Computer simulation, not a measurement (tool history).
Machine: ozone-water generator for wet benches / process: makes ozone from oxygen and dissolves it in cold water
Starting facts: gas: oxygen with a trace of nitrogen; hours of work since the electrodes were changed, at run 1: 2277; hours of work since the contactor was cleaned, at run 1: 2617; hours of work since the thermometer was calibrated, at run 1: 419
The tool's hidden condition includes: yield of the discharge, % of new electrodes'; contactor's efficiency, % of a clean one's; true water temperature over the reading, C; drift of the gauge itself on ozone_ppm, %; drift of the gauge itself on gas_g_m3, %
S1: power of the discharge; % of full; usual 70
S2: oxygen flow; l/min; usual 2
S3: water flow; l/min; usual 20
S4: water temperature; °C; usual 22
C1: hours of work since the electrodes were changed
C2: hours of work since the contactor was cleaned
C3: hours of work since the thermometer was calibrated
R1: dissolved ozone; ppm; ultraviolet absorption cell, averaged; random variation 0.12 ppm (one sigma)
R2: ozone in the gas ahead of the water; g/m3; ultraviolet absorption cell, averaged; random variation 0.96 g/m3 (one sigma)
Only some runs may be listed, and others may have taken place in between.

run	hour	S1	S2	S3	S4	C1	C2	C3	R1	R2
1	0	70	2	20	22	2277	2617	419	8.6	155
2	146.2	70	2	20	22	2370	2710	512	9	154.9
3	257.2	70	1.58	20	22	2440	2781	582	8.3	173.4
4	338.7	70	2	26	22	2492	2832	634	6.7	155.6
5	526.4	70	2	17	22	2611	2951	753	10.2	153.9
6	650.5	70	3.26	20	22	2690	3030	831	9.3	120.7
7	757.6	85	3.26	20	22	2758	3098	899	10.4	132.9
8	844.4	70	2	20	22	2813	3153	954	8.9	153.8
9	927.2	70	2	20	22	2865	3206	1007	8.5	152
10	1004.8	70	1.22	20	22	2914	3255	1056	7.5	197.3
# hour 1015.1: water thermometer calibrated
11	1130.9	98	2	20	22	2994	3334	73	10.4	186.6
12	1287.3	70	2	20	16	3093	3434	173	9.1	152.3
13	1416	70	2	20	16	3175	3515	254	9.2	153.8
14	1538.5	70	2	20	16	3253	3593	332	9	151.1
15	1718.8	70	2	20	16	3367	3707	446	8.8	151.9
# hour 1747.9: water thermometer calibrated, once more
16	1842.2	70	2	14	22	3445	3785	60	12.1	151.1
17	1994.3	70	2	20	22	3541	3882	156	8.4	152
18	2101.4	49	3.49	20	27	3609	3950	224	7	91.8
19	2211	70	2	21	22	3679	4019	294	7.9	150.4
20	2367.3	70	2	21	22	3778	4118	393	8	152.8
21	2550.9	70	3.52	30	22	3894	4235	509	6	111.9
22	2716.3	70	2	20	22	3999	4340	614	8.6	150.5
23	2839.4	70	2	21	22	4077	4418	692	8.3	149.5
24	2937.2	70	2	13	22	4139	4480	754	12.5	150
25	3104.7	70	1.14	13	22	4246	4586	861	11.3	199
26	3218.9	53	1.38	13	22	4318	4658	933	10.1	154.7
27	3342.3	52	3.18	20	28	4396	4737	1011	7	99.6
28	3455.8	58	1.34	29	22	4468	4809	1083	4.4	165.5
# hour 3498.3: contactor cleaned
29	3571.2	58	1.34	29	22	4539	46	1154	4.5	165.6
30	3646.5	70	2	17	21	4587	94	1202	10.4	148.3
31	3743.1	70	2	17	21	4648	155	1263	10.6	149.4
32	3843.4	54	2.45	26	21	4712	219	1327	6	115.2
33	3956	54	2.45	26	21	4783	290	1398	5.7	115.9

Below are 4 alternative next runs, each starting from the tool's condition after run 33. Predict each:
A	4032	42	2.64	26	22	4831	339	1446	?	?
B	4032	51	1.73	16	21	4831	339	1446	?	?
C	4032	54	2.45	26	19	4831	339	1446	?	?
D	4032	54	2.45	26	23	4831	339	1446	?	?

run	R1	R2
A	5.2	96.9
B	8.8	134.1
C	6.2	115.9
D	6.1	115.1
Take away the tool's hidden state, keep each run's random variation, and the runs would have read:
run	R1	R2
A	5.6	103.8
B	9.6	145.3
C	6.8	126.1
D	6.7	125.2
